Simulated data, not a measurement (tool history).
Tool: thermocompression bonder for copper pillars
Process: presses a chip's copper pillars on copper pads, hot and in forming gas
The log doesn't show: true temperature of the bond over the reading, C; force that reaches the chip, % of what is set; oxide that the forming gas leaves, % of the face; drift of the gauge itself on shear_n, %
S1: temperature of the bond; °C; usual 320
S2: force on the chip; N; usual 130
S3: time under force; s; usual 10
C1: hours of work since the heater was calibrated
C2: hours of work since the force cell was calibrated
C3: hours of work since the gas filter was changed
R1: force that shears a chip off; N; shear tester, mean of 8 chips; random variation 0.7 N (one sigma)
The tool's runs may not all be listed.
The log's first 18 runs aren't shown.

| run | day | S1 | S2 | S3 | C1 | C2 | C3 | R1 |
|---|---|---|---|---|---|---|---|---|
| 19 | 8.562 | 320 | 130 | 10 | 658 | 592 | 162 | 59.6 |
| 20 | 8.983 | 320 | 130 | 10 | 666 | 600 | 170 | 59.8 |
| 21 | 9.533 | 320 | 130 | 10 | 677 | 611 | 181 | 60.8 |
|  | 9.9 | forming gas filter changed |
| 22 | 10.125 | 347 | 163 | 10 | 688 | 622 | 4 | 87.1 |
| 23 | 10.454 | 347 | 163 | 7 | 694 | 628 | 11 | 79.8 |
| 24 | 10.804 | 293 | 192 | 9 | 701 | 635 | 17 | 56.1 |
| 25 | 11.246 | 320 | 119 | 5 | 709 | 643 | 26 | 45.4 |
| 26 | 11.829 | 298 | 126 | 7 | 721 | 655 | 37 | 38.9 |
| 27 | 12.262 | 302 | 130 | 12 | 729 | 663 | 45 | 51.7 |
| 28 | 12.608 | 334 | 118 | 9 | 736 | 670 | 52 | 64.2 |
| 29 | 13.017 | 334 | 118 | 9 | 743 | 677 | 60 | 63.6 |
| 30 | 13.308 | 334 | 118 | 9 | 749 | 683 | 65 | 64.2 |
| 31 | 13.896 | 306 | 120 | 9 | 760 | 694 | 77 | 46.9 |
| 32 | 14.367 | 341 | 86 | 9 | 769 | 703 | 86 | 56.5 |
| 33 | 14.996 | 308 | 82 | 9 | 781 | 715 | 98 | 35.4 |
| 34 | 15.45 | 308 | 190 | 6 | 790 | 724 | 107 | 55 |
| 35 | 16.096 | 332 | 79 | 12 | 803 | 736 | 119 | 52.5 |
| 36 | 16.471 | 320 | 125 | 24 | 810 | 744 | 126 | 74.4 |
| 37 | 17.138 | 332 | 130 | 10 | 823 | 756 | 139 | 68.2 |
| 38 | 17.733 | 332 | 130 | 10 | 834 | 768 | 150 | 65.6 |

4 ways to go on from here, each from the tool as it stands after run 38. What would each give?
| A | 18.283 | 332 | 129 | 10 | 845 | 779 | 161 | ? |
| B | 18.283 | 314 | 137 | 8 | 845 | 779 | 161 | ? |
| C | 18.283 | 332 | 160 | 6 | 845 | 779 | 161 | ? |
| D | 18.283 | 344 | 96 | 16 | 845 | 779 | 161 | ? |

| run | R1 |
|---|---|
| A | 65.9 |
| B | 53.8 |
| C | 63.4 |
| D | 70.7 |
Without the tool's hidden state the same runs would have given:
| run | R1 |
|---|---|
| A | 73 |
| B | 60.6 |
| C | 70.4 |
| D | 77.5 |

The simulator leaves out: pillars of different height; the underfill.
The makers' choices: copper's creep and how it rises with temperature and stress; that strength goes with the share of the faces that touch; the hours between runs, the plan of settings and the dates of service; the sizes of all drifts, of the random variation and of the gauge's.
